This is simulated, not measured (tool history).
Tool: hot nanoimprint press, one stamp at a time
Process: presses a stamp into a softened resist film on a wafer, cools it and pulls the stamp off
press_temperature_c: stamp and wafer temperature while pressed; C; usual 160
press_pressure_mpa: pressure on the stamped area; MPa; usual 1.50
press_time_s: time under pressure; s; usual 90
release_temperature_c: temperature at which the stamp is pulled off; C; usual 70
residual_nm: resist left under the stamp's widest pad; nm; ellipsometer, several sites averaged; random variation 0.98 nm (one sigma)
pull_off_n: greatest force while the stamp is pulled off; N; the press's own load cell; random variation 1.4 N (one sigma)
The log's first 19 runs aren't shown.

run     day  press_temperature_c  press_pressure_mpa  press_time_s  release_temperature_c  hours of work since the thermocouple was calibrated  imprints on the stamp's release coat  hours of work since the press's seals were changed  residual_nm  pull_off_n
 20   8.046                  164                1.09            90                     70                                                   50                                  1023                                                 180        234.4         187
 21   8.454                  164                1.09            90                     70                                                   58                                  1057                                                 187        234.0         189
 22   9.017                  160                1.50           127                     67                                                   68                                  1104                                                 197        225.4         200
 23   9.500                  157                1.18            46                     76                                                   76                                  1143                                                 206        437.3         166
 24   9.896                  157                1.18            46                     76                                                   83                                  1176                                                 213        437.3         167
 25  10.183                  157                1.18            46                     76                                                   88                                  1200                                                 218        437.0         165
 26  10.604                  157                1.49            69                     59                                                   96                                  1235                                                 225        351.5         232
 27  11.008                  157                1.49            69                     59                                                  103                                  1268                                                 232        351.7         235
 28  11.271                  166                1.68            75                     66                                                  108                                  1290                                                 237        179.7         204
 29  11.512                  166                1.68            75                     66                                                  112                                  1310                                                 241        180.6         206
 30  12.021                  156                1.05           115                     61                                                  121                                  1352                                                 250        359.6         230

Forecast each of these 3 alternatives for the next run:
  A  12.425                  169                1.98            90                     61                                                  128                                  1385                                                 258            ?           ?
  B  12.425                  170                1.05           110                     61                                                  128                                  1385                                                 258            ?           ?
  C  12.425                  160                1.54            90                     70                                                  128                                  1385                                                 258            ?           ?

run  residual_nm  pull_off_n
  A        126.4         229
  B        150.0         226
  C        259.4         192
Without the tool's hidden state the same runs would have given:
run  residual_nm  pull_off_n
  A        124.2         209
  B        147.7         206
  C        255.0         175
